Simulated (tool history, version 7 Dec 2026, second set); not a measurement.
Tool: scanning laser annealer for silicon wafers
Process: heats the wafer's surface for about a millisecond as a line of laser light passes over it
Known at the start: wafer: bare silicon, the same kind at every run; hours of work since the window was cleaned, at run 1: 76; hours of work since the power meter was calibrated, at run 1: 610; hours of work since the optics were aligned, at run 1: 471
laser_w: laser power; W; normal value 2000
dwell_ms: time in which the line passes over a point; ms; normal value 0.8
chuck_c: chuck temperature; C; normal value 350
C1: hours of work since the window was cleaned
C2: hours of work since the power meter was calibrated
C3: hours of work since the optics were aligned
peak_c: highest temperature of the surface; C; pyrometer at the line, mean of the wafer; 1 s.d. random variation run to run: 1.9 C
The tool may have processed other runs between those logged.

run 1 hour=0 | laser_w=2000 dwell_ms=0.8 chuck_c=350 | C1=76 C2=610 C3=471 | peak_c=1099
run 2 hour=24.2 | laser_w=2000 dwell_ms=0.8 chuck_c=350 | C1=92 C2=625 C3=486 | peak_c=1097
run 3 hour=47.2 | laser_w=2000 dwell_ms=0.8 chuck_c=350 | C1=106 C2=640 C3=501 | peak_c=1093
run 4 hour=69.4 | laser_w=2000 dwell_ms=0.8 chuck_c=350 | C1=120 C2=654 C3=515 | peak_c=1098
run 5 hour=80.8 | laser_w=2000 dwell_ms=0.8 chuck_c=350 | C1=127 C2=661 C3=522 | peak_c=1097
run 6 hour=96.2 | laser_w=2000 dwell_ms=0.8 chuck_c=350 | C1=137 C2=670 C3=532 | peak_c=1099
run 7 hour=111.9 | laser_w=2000 dwell_ms=0.8 chuck_c=350 | C1=147 C2=680 C3=542 | peak_c=1096
run 8 hour=136.2 | laser_w=2000 dwell_ms=0.934 chuck_c=350 | C1=162 C2=696 C3=557 | peak_c=1150
run 9 hour=150.2 | laser_w=2000 dwell_ms=0.8 chuck_c=350 | C1=171 C2=705 C3=566 | peak_c=1094
run 10 hour=167.5 | laser_w=2000 dwell_ms=0.8 chuck_c=350 | C1=182 C2=716 C3=577 | peak_c=1090
run 11 hour=188.1 | laser_w=2000 dwell_ms=0.8 chuck_c=350 | C1=195 C2=728 C3=590 | peak_c=1090
run 12 hour=204.4 | laser_w=2000 dwell_ms=0.8 chuck_c=350 | C1=205 C2=739 C3=600 | peak_c=1087
run 13 hour=225.7 | laser_w=2000 dwell_ms=0.693 chuck_c=350 | C1=219 C2=752 C3=613 | peak_c=1040
run 14 hour=244.2 | laser_w=2000 dwell_ms=0.693 chuck_c=350 | C1=231 C2=764 C3=625 | peak_c=1042
run 15 hour=270.8 | laser_w=2000 dwell_ms=0.693 chuck_c=350 | C1=247 C2=781 C3=642 | peak_c=1044
run 16 hour=297.8 | laser_w=2000 dwell_ms=0.8 chuck_c=388 | C1=264 C2=798 C3=659 | peak_c=1125
run 17 hour=319.1 | laser_w=1886 dwell_ms=0.8 chuck_c=350 | C1=278 C2=811 C3=672 | peak_c=1032
run 18 hour=331.3 | laser_w=1886 dwell_ms=0.8 chuck_c=350 | C1=286 C2=819 C3=680 | peak_c=1038
run 19 hour=356.6 | laser_w=1886 dwell_ms=0.8 chuck_c=350 | C1=302 C2=835 C3=696 | peak_c=1034
-- hour=383.8 optics aligned, line set to its width
run 20 hour=388.7 | laser_w=2000 dwell_ms=0.8 chuck_c=350 | C1=319 C2=852 C3=3 | peak_c=1097
run 21 hour=407.1 | laser_w=2000 dwell_ms=0.8 chuck_c=350 | C1=330 C2=864 C3=15 | peak_c=1095
run 22 hour=428.9 | laser_w=1703 dwell_ms=0.73 chuck_c=317 | C1=344 C2=877 C3=29 | peak_c=899
run 23 hour=449.2 | laser_w=1703 dwell_ms=0.73 chuck_c=317 | C1=357 C2=890 C3=41 | peak_c=900
run 24 hour=472.3 | laser_w=1799 dwell_ms=0.8 chuck_c=350 | C1=372 C2=905 C3=56 | peak_c=1000
run 25 hour=500.1 | laser_w=1799 dwell_ms=0.8 chuck_c=350 | C1=389 C2=922 C3=73 | peak_c=1001
run 26 hour=525.4 | laser_w=1799 dwell_ms=0.967 chuck_c=350 | C1=405 C2=938 C3=89 | peak_c=1062
run 27 hour=550.2 | laser_w=2131 dwell_ms=0.967 chuck_c=332 | C1=421 C2=954 C3=105 | peak_c=1209
run 28 hour=566.6 | laser_w=2131 dwell_ms=0.967 chuck_c=332 | C1=431 C2=964 C3=115 | peak_c=1207
run 29 hour=581 | laser_w=2000 dwell_ms=0.8 chuck_c=384 | C1=440 C2=974 C3=125 | peak_c=1123
run 30 hour=607.2 | laser_w=2000 dwell_ms=0.8 chuck_c=384 | C1=457 C2=990 C3=141 | peak_c=1123
run 31 hour=618.8 | laser_w=2000 dwell_ms=0.8 chuck_c=384 | C1=464 C2=997 C3=148 | peak_c=1123
run 32 hour=631.8 | laser_w=1846 dwell_ms=0.8 chuck_c=347 | C1=472 C2=1006 C3=157 | peak_c=1017
run 33 hour=659.4 | laser_w=1895 dwell_ms=0.966 chuck_c=389 | C1=490 C2=1023 C3=174 | peak_c=1142
run 34 hour=680 | laser_w=2094 dwell_ms=0.761 chuck_c=328 | C1=503 C2=1036 C3=187 | peak_c=1092
run 35 hour=699.7 | laser_w=2105 dwell_ms=0.8 chuck_c=350 | C1=515 C2=1048 C3=200 | peak_c=1135
run 36 hour=724 | laser_w=2105 dwell_ms=0.8 chuck_c=345 | C1=530 C2=1064 C3=215 | peak_c=1128
run 37 hour=745.3 | laser_w=2105 dwell_ms=0.8 chuck_c=345 | C1=544 C2=1077 C3=228 | peak_c=1130
run 38 hour=767.7 | laser_w=1991 dwell_ms=0.567 chuck_c=381 | C1=558 C2=1091 C3=243 | peak_c=1001
run 39 hour=781.3 | laser_w=1730 dwell_ms=0.998 chuck_c=362 | C1=567 C2=1100 C3=251 | peak_c=1035
run 40 hour=796.2 | laser_w=2091 dwell_ms=0.977 chuck_c=384 | C1=576 C2=1109 C3=261 | peak_c=1236
run 41 hour=823.4 | laser_w=2091 dwell_ms=0.75 chuck_c=384 | C1=593 C2=1127 C3=278 | peak_c=1137

Across each entry between runs, compare the hidden state at the last listed run before it with the hidden state at the first listed run after it:
Run 19 -> run 20: optics aligned, line set to its width (hour 383.8)
  light that passes the window, % of a clean one's: 98.66 -> 98.59; width of the line over the set one, %: 1.97 -> 0.3
  measured less the result without the state, peak_c: -21 -> -13 C
